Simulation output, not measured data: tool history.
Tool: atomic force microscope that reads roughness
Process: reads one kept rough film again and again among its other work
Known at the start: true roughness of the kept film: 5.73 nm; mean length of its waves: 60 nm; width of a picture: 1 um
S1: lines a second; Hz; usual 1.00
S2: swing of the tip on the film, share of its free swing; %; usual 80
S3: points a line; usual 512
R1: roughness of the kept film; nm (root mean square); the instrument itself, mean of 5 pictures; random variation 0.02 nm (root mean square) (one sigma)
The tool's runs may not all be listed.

{"run": 1, "day": 0.0, "S1": 1.0, "S2": 80, "S3": 512, "R1": 4.811}
{"run": 2, "day": 0.662, "S1": 1.0, "S2": 80, "S3": 512, "R1": 4.774}
{"run": 3, "day": 1.475, "S1": 0.6, "S2": 80, "S3": 512, "R1": 4.869}
{"run": 4, "day": 2.471, "S1": 0.6, "S2": 80, "S3": 512, "R1": 4.801}
{"run": 5, "day": 3.204, "S1": 0.6, "S2": 80, "S3": 512, "R1": 4.74}
{"day": 3.879, "done": "new tip fitted"}
{"run": 6, "day": 4.125, "S1": 1.0, "S2": 59, "S3": 512, "R1": 5.286}
{"run": 7, "day": 5.125, "S1": 1.0, "S2": 59, "S3": 512, "R1": 5.185}
{"run": 8, "day": 5.608, "S1": 1.0, "S2": 59, "S3": 512, "R1": 5.187}
{"run": 9, "day": 6.171, "S1": 1.0, "S2": 72, "S3": 512, "R1": 4.865}
{"run": 10, "day": 6.821, "S1": 1.0, "S2": 80, "S3": 484, "R1": 4.65}
{"run": 11, "day": 7.892, "S1": 1.0, "S2": 80, "S3": 484, "R1": 4.557}
{"run": 12, "day": 8.946, "S1": 0.82, "S2": 72, "S3": 428, "R1": 4.709}
{"day": 9.192, "done": "new tip fitted"}
{"run": 13, "day": 9.688, "S1": 0.82, "S2": 72, "S3": 381, "R1": 5.147}
{"run": 14, "day": 10.717, "S1": 0.82, "S2": 72, "S3": 381, "R1": 5.009}
{"run": 15, "day": 11.388, "S1": 0.82, "S2": 72, "S3": 381, "R1": 4.97}

Forecast run 16:
{"run": 16, "day": 11.971, "S1": 0.77, "S2": 58, "S3": 512, "R1": "?"}

R1: 5.109 nm (root mean square)
Without the tool's hidden state the same run would have given R1 5.373 nm (root mean square).
